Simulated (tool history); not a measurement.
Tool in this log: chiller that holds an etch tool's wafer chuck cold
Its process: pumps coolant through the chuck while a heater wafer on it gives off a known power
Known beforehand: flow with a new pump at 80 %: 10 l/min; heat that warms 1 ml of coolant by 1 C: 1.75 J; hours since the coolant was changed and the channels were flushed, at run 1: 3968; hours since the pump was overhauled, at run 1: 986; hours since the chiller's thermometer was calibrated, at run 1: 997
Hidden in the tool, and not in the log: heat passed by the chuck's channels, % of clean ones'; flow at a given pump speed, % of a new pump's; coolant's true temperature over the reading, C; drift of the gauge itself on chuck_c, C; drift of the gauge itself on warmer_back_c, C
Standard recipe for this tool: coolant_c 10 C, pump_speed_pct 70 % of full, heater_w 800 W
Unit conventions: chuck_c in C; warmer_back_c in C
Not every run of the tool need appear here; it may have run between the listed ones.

run    hour  coolant_c  pump_speed_pct  heater_w  hours since the coolant was changed and the channels were flushed  hours since the pump was overhauled  hours since the chiller's thermometer was calibrated  chuck_c  warmer_back_c
  1       0         10              70       800                                                               3968                                  986                                                   997    17.17           3.17
  2   104.8         10              70       800                                                               4073                                 1091                                                  1102    17.03           3.14
  3   215.1         10              70       800                                                               4183                                 1202                                                  1212     17.1           3.16
  4   307.8         10              70       800                                                               4276                                 1294                                                  1305    17.09           3.16
  5   379.3         10              70       800                                                               4347                                 1366                                                  1376    17.08           3.16
  6   467.3         10              70       800                                                               4435                                 1454                                                  1464    16.98           3.17
  7   520.8         10              70       800                                                               4489                                 1507                                                  1518    17.19           3.15
  8   574.4         10              70       800                                                               4542                                 1561                                                  1572    17.13           3.15
  9   701.5         10              70       800                                                               4670                                 1688                                                  1699    17.03           3.16
 10   773.8         10              70       480                                                               4742                                 1760                                                  1771    14.23           1.86
 11   889.6         10              70       480                                                               4858                                 1876                                                  1887    14.26           1.89
 12   967.3         10              70       485                                                               4935                                 1954                                                  1964    14.26           1.89
 13  1040.6         10              70       800                                                               5009                                 2027                                                  2038    17.04           3.14
 14  1113.8         10              70       800                                                               5082                                 2100                                                  2111    17.09           3.14
 15  1222.4         10              91       800                                                               5190                                 2209                                                  2220    15.76           2.39
 16  1294.4         10              85       800                                                               5262                                 2281                                                  2292       16           2.55
 17  1399.8         10              85       800                                                               5368                                 2386                                                  2397    15.99           2.55
 18  1473.8         10              70      1003                                                               5442                                 2460                                                  2471    18.93           3.95
 19  1542.1          5              79       800                                                               5510                                 2529                                                  2539    11.61           2.77
 20  1667.4         13              70       723                                                               5635                                 2654                                                  2665    19.44           2.83
 21  1769.4          3              73       415                                                               5737                                 2756                                                  2767      6.5           1.56
 22  1900.6          3              73       415                                                               5869                                 2887                                                  2898     6.55           1.57
 23  1996.3          3              73       517                                                               5964                                 2983                                                  2993      7.5           1.94
 24  2076.3         15              73       731                                                               6044                                 3063                                                  3073    21.34           2.77
 25  2165.8         14              80       655                                                               6134                                 3152                                                  3163    19.27           2.27
 26  2266.9          5              85       634                                                               6235                                 3253                                                  3264     9.95           2.04
 27  2336.8         10              95       569                                                               6305                                 3323                                                  3334    13.91           1.61
 28  2390.5          9              99       447                                                               6358                                 3377                                                  3388    12.14           1.23
 29  2445.2          9              99       447                                                               6413                                 3432                                                  3442    12.14           1.22
 30  2540.1          9              99       447                                                               6508                                 3526                                                  3537    12.02            1.2
 31  2653.5         16              96       865                                                               6621                                 3640                                                  3651    22.03           2.47
 32  2739.9         10              91       559                                                               6708                                 3726                                                  3737    13.93           1.66

Alternative continuations, all from the tool just after run 32; predict every row:
  A  2866.9         18              72       679                                                               6835                                 3853                                                  3864        ?              ?
  B  2866.9          6              86       608                                                               6835                                 3853                                                  3864        ?              ?
  C  2866.9         13              91       418                                                               6835                                 3853                                                  3864        ?              ?

run  chuck_c  warmer_back_c
  A    23.91           2.62
  B    10.65           1.94
  C       16           1.26
Had the tool no hidden state, the same runs would have come out as:
run  chuck_c  warmer_back_c
  A    23.89           2.62
  B    10.63           1.94
  C    15.99           1.25
